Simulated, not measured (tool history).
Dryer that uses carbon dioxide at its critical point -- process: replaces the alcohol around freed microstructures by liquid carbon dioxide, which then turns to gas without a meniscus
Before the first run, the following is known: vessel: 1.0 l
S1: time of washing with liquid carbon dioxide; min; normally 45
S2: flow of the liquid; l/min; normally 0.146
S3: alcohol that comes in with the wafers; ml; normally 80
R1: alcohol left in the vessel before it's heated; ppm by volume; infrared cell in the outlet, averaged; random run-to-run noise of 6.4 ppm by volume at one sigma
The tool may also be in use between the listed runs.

run,hour,S1,S2,S3,R1
1,0.0,45,0.146,80,603
2,25.1,45,0.146,80,651
3,51.0,45,0.146,80,667
4,66.9,45,0.210,80,207
5,81.5,45,0.210,80,209
6,96.6,45,0.210,80,218
7,111.8,48,0.146,80,571
8,126.1,48,0.146,80,586
9,149.6,32,0.146,23,890
10,164.6,43,0.146,28,432
11,192.7,43,0.146,21,384

For run 12, what comes out?
12,212.0,43,0.146,21,?

For run 12 the tool returned R1 420 ppm by volume.
The same run, on a tool lacking any hidden state, would have yielded R1 99 ppm by volume.
